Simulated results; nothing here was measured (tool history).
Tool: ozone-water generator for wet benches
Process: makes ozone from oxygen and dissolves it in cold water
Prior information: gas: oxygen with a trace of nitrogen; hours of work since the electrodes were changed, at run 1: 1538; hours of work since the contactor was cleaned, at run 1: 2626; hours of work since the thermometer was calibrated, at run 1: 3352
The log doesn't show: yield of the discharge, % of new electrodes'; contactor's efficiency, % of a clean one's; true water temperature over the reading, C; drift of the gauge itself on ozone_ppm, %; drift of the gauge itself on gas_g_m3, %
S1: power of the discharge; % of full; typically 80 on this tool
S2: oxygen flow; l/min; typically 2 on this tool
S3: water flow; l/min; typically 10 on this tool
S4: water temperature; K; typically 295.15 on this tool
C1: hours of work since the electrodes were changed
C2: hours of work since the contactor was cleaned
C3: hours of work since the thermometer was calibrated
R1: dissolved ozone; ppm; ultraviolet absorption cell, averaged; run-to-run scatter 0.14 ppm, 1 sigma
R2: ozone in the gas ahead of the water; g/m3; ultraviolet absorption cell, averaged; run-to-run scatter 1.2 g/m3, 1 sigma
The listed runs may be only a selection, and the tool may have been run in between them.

{"run": 1, "hour": 0.0, "S1": 80, "S2": 2, "S3": 10, "S4": 295.15, "C1": 1538, "C2": 2626, "C3": 3352, "R1": 14.6, "R2": 213.6}
{"run": 2, "hour": 37.8, "S1": 80, "S2": 2, "S3": 10, "S4": 295.15, "C1": 1574, "C2": 2662, "C3": 3388, "R1": 14.3, "R2": 212.7}
{"run": 3, "hour": 106.8, "S1": 80, "S2": 2, "S3": 10, "S4": 295.15, "C1": 1640, "C2": 2728, "C3": 3454, "R1": 14.3, "R2": 214.3}
{"run": 4, "hour": 152.5, "S1": 80, "S2": 2, "S3": 10, "S4": 295.15, "C1": 1684, "C2": 2772, "C3": 3498, "R1": 14.5, "R2": 211.1}
{"run": 5, "hour": 189.2, "S1": 80, "S2": 2, "S3": 10, "S4": 292.15, "C1": 1718, "C2": 2807, "C3": 3533, "R1": 14.9, "R2": 211.2}
{"run": 6, "hour": 240.5, "S1": 80, "S2": 2, "S3": 10, "S4": 295.15, "C1": 1767, "C2": 2856, "C3": 3582, "R1": 14.3, "R2": 211.9}
{"hour": 254.3, "done": "water thermometer calibrated"}
{"run": 7, "hour": 283.9, "S1": 80, "S2": 2, "S3": 10, "S4": 295.15, "C1": 1808, "C2": 2897, "C3": 28, "R1": 14.4, "R2": 212.1}
{"run": 8, "hour": 340.3, "S1": 80, "S2": 2, "S3": 10, "S4": 295.15, "C1": 1862, "C2": 2951, "C3": 82, "R1": 14.1, "R2": 209.8}
{"run": 9, "hour": 399.6, "S1": 80, "S2": 2, "S3": 10, "S4": 295.15, "C1": 1919, "C2": 3007, "C3": 139, "R1": 14.2, "R2": 208.5}
{"run": 10, "hour": 449.9, "S1": 80, "S2": 2, "S3": 10, "S4": 295.15, "C1": 1967, "C2": 3055, "C3": 187, "R1": 14.2, "R2": 209.7}
{"hour": 461.0, "done": "water thermometer calibrated, once more"}
{"run": 11, "hour": 481.9, "S1": 80, "S2": 2, "S3": 10, "S4": 295.15, "C1": 1997, "C2": 3085, "C3": 20, "R1": 14.4, "R2": 209.1}
{"run": 12, "hour": 542.6, "S1": 43, "S2": 2, "S3": 10, "S4": 295.15, "C1": 2055, "C2": 3143, "C3": 78, "R1": 10.6, "R2": 153.8}
{"run": 13, "hour": 612.8, "S1": 43, "S2": 2, "S3": 10, "S4": 295.15, "C1": 2122, "C2": 3210, "C3": 145, "R1": 10.4, "R2": 155}
{"run": 14, "hour": 668.6, "S1": 72, "S2": 2, "S3": 10, "S4": 295.15, "C1": 2175, "C2": 3264, "C3": 198, "R1": 13.4, "R2": 197.8}
{"run": 15, "hour": 714.5, "S1": 72, "S2": 2, "S3": 10, "S4": 295.15, "C1": 2219, "C2": 3308, "C3": 242, "R1": 13.4, "R2": 198}
{"run": 16, "hour": 766.9, "S1": 72, "S2": 2, "S3": 10, "S4": 295.15, "C1": 2269, "C2": 3358, "C3": 292, "R1": 13.3, "R2": 200.5}
{"run": 17, "hour": 835.3, "S1": 72, "S2": 2, "S3": 10, "S4": 295.15, "C1": 2334, "C2": 3423, "C3": 357, "R1": 13.5, "R2": 197.4}
{"run": 18, "hour": 888.7, "S1": 47, "S2": 1.51, "S3": 10, "S4": 295.15, "C1": 2385, "C2": 3474, "C3": 408, "R1": 10.3, "R2": 179.2}
{"run": 19, "hour": 952.2, "S1": 91, "S2": 2.6, "S3": 11, "S4": 295.15, "C1": 2446, "C2": 3534, "C3": 469, "R1": 13.7, "R2": 197.1}
{"run": 20, "hour": 1008.8, "S1": 46, "S2": 3.18, "S3": 15, "S4": 295.15, "C1": 2500, "C2": 3588, "C3": 523, "R1": 7.2, "R2": 129.9}
{"run": 21, "hour": 1066.6, "S1": 76, "S2": 3.06, "S3": 10, "S4": 295.15, "C1": 2555, "C2": 3644, "C3": 578, "R1": 14.4, "R2": 168}
{"run": 22, "hour": 1113.5, "S1": 52, "S2": 2.55, "S3": 10, "S4": 295.15, "C1": 2600, "C2": 3689, "C3": 623, "R1": 11.8, "R2": 150.6}
{"run": 23, "hour": 1142.3, "S1": 80, "S2": 3.34, "S3": 10, "S4": 295.15, "C1": 2628, "C2": 3716, "C3": 650, "R1": 14.7, "R2": 164.9}
{"run": 24, "hour": 1173.2, "S1": 80, "S2": 2, "S3": 10, "S4": 288.15, "C1": 2657, "C2": 3745, "C3": 680, "R1": 15.1, "R2": 207.4}
{"run": 25, "hour": 1209.9, "S1": 80, "S2": 2.33, "S3": 15, "S4": 302.15, "C1": 2692, "C2": 3781, "C3": 715, "R1": 8, "R2": 191.6}
{"run": 26, "hour": 1276.8, "S1": 80, "S2": 2.33, "S3": 15, "S4": 302.15, "C1": 2756, "C2": 3844, "C3": 779, "R1": 8.2, "R2": 190.9}
{"run": 27, "hour": 1317.3, "S1": 80, "S2": 2.33, "S3": 15, "S4": 302.15, "C1": 2795, "C2": 3883, "C3": 818, "R1": 8, "R2": 191.2}
{"run": 28, "hour": 1358.7, "S1": 80, "S2": 2, "S3": 11, "S4": 290.15, "C1": 2834, "C2": 3923, "C3": 857, "R1": 13.3, "R2": 205}
{"run": 29, "hour": 1396.8, "S1": 80, "S2": 2, "S3": 15, "S4": 290.15, "C1": 2871, "C2": 3959, "C3": 893, "R1": 9, "R2": 203.4}
{"hour": 1413.2, "done": "contactor cleaned"}
{"run": 30, "hour": 1469.0, "S1": 80, "S2": 2, "S3": 15, "S4": 290.15, "C1": 2936, "C2": 53, "C3": 959, "R1": 9.4, "R2": 204.9}
{"run": 31, "hour": 1525.2, "S1": 43, "S2": 1.39, "S3": 9, "S4": 290.15, "C1": 2989, "C2": 107, "C3": 1012, "R1": 11.7, "R2": 175.7}
{"run": 32, "hour": 1568.4, "S1": 84, "S2": 1.04, "S3": 9, "S4": 298.15, "C1": 3031, "C2": 148, "C3": 1053, "R1": 13.6, "R2": 275.2}
{"run": 33, "hour": 1626.5, "S1": 80, "S2": 1.5, "S3": 10, "S4": 289.15, "C1": 3086, "C2": 204, "C3": 1109, "R1": 14.4, "R2": 228.1}

Forecast each of these 4 alternatives for the next run:
{"run": "A", "hour": 1661.9, "S1": 80, "S2": 2.18, "S3": 10, "S4": 290.15, "C1": 3120, "C2": 237, "C3": 1143, "R1": "?", "R2": "?"}
{"run": "B", "hour": 1661.9, "S1": 80, "S2": 2, "S3": 10, "S4": 298.15, "C1": 3120, "C2": 237, "C3": 1143, "R1": "?", "R2": "?"}
{"run": "C", "hour": 1661.9, "S1": 80, "S2": 2.08, "S3": 10, "S4": 295.15, "C1": 3120, "C2": 237, "C3": 1143, "R1": "?", "R2": "?"}
{"run": "D", "hour": 1661.9, "S1": 92, "S2": 1.75, "S3": 10, "S4": 301.15, "C1": 3120, "C2": 237, "C3": 1143, "R1": "?", "R2": "?"}

run=A R1=15.2 R2=194.4
run=B R1=13.5 R2=203.9
run=C R1=14.1 R2=199
run=D R1=13.5 R2=230.5
With the hidden condition removed and each run's random variation left untouched, the same runs would have given:
run=A R1=17 R2=217.1
run=B R1=15.2 R2=227.7
run=C R1=15.9 R2=222.4
run=D R1=15.3 R2=259.4

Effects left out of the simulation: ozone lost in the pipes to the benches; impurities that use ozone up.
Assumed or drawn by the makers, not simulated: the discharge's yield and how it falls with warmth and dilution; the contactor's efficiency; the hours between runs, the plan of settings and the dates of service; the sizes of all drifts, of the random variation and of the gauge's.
